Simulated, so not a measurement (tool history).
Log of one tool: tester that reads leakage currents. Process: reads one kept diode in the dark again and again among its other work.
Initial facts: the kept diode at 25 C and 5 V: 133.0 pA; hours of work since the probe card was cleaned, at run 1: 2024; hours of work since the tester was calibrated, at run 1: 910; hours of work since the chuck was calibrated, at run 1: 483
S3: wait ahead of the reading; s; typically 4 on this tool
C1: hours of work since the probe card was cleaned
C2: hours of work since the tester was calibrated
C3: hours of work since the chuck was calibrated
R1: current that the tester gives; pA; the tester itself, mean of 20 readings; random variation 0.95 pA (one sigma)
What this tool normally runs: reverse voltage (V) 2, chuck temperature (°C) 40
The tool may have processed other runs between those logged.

run 1 hour=0 | reverse_voltage_(V)=2 chuck_temperature_(°C)=40 S3=4 | C1=2024 C2=910 C3=483 | R1=320.42
run 2 hour=19.3 | reverse_voltage_(V)=2 chuck_temperature_(°C)=40 S3=4 | C1=2036 C2=923 C3=495 | R1=320.91
run 3 hour=36.1 | reverse_voltage_(V)=2 chuck_temperature_(°C)=40 S3=4 | C1=2047 C2=933 C3=506 | R1=321.02
run 4 hour=64 | reverse_voltage_(V)=2 chuck_temperature_(°C)=40 S3=4 | C1=2065 C2=951 C3=524 | R1=321.2
run 5 hour=82.8 | reverse_voltage_(V)=2 chuck_temperature_(°C)=40 S3=4 | C1=2077 C2=963 C3=536 | R1=321.77
run 6 hour=100.4 | reverse_voltage_(V)=2 chuck_temperature_(°C)=40 S3=4 | C1=2088 C2=975 C3=548 | R1=320.43
run 7 hour=117.4 | reverse_voltage_(V)=2 chuck_temperature_(°C)=40 S3=4 | C1=2099 C2=986 C3=559 | R1=320.58
run 8 hour=136 | reverse_voltage_(V)=2 chuck_temperature_(°C)=40 S3=4 | C1=2111 C2=998 C3=571 | R1=322.69
run 9 hour=169.2 | reverse_voltage_(V)=2 chuck_temperature_(°C)=40 S3=4 | C1=2133 C2=1019 C3=592 | R1=321.18
run 10 hour=200.5 | reverse_voltage_(V)=2 chuck_temperature_(°C)=40 S3=4 | C1=2153 C2=1039 C3=612 | R1=321.6
run 11 hour=232.8 | reverse_voltage_(V)=14.37 chuck_temperature_(°C)=41 S3=8.59 | C1=2174 C2=1060 C3=633 | R1=749.56
run 12 hour=260.9 | reverse_voltage_(V)=1.82 chuck_temperature_(°C)=28 S3=0.43 | C1=2192 C2=1078 C3=651 | R1=120.36
run 13 hour=282.4 | reverse_voltage_(V)=1.82 chuck_temperature_(°C)=33 S3=0.43 | C1=2206 C2=1092 C3=665 | R1=180.65
run 14 hour=300.2 | reverse_voltage_(V)=2.07 chuck_temperature_(°C)=42 S3=1.97 | C1=2217 C2=1103 C3=676 | R1=379.09
run 15 hour=337.9 | reverse_voltage_(V)=14.01 chuck_temperature_(°C)=21 S3=4.78 | C1=2241 C2=1128 C3=701 | R1=149.89
run 16 hour=374.4 | reverse_voltage_(V)=9.81 chuck_temperature_(°C)=44 S3=1.3 | C1=2265 C2=1151 C3=724 | R1=810.4
run 17 hour=408 | reverse_voltage_(V)=9.81 chuck_temperature_(°C)=44 S3=1.3 | C1=2286 C2=1173 C3=746 | R1=813.5
run 18 hour=424.2 | reverse_voltage_(V)=9.81 chuck_temperature_(°C)=44 S3=1.3 | C1=2297 C2=1183 C3=756 | R1=815.47

Below are 5 alternative next runs, each starting from the tool's condition after run 18. Predict each:
run A hour=441.8 | reverse_voltage_(V)=13.68 chuck_temperature_(°C)=44 S3=1.3 | C1=2308 C2=1195 C3=767 | R1=?
run B hour=441.8 | reverse_voltage_(V)=3.29 chuck_temperature_(°C)=44 S3=0.47 | C1=2308 C2=1195 C3=767 | R1=?
run C hour=441.8 | reverse_voltage_(V)=9.81 chuck_temperature_(°C)=25 S3=0.81 | C1=2308 C2=1195 C3=767 | R1=?
run D hour=441.8 | reverse_voltage_(V)=9.81 chuck_temperature_(°C)=22 S3=0.51 | C1=2308 C2=1195 C3=767 | R1=?
run E hour=441.8 | reverse_voltage_(V)=2.74 chuck_temperature_(°C)=44 S3=2.38 | C1=2308 C2=1195 C3=767 | R1=?

run=A R1=932.81
run=B R1=533.39
run=C R1=184.47
run=D R1=147.21
run=E R1=497.94
Stripped of hidden state, with their random variation kept, the same runs would have yielded:
run=A R1=915.48
run=B R1=525.75
run=C R1=177.17
run=D R1=140.42
run=E R1=490.92

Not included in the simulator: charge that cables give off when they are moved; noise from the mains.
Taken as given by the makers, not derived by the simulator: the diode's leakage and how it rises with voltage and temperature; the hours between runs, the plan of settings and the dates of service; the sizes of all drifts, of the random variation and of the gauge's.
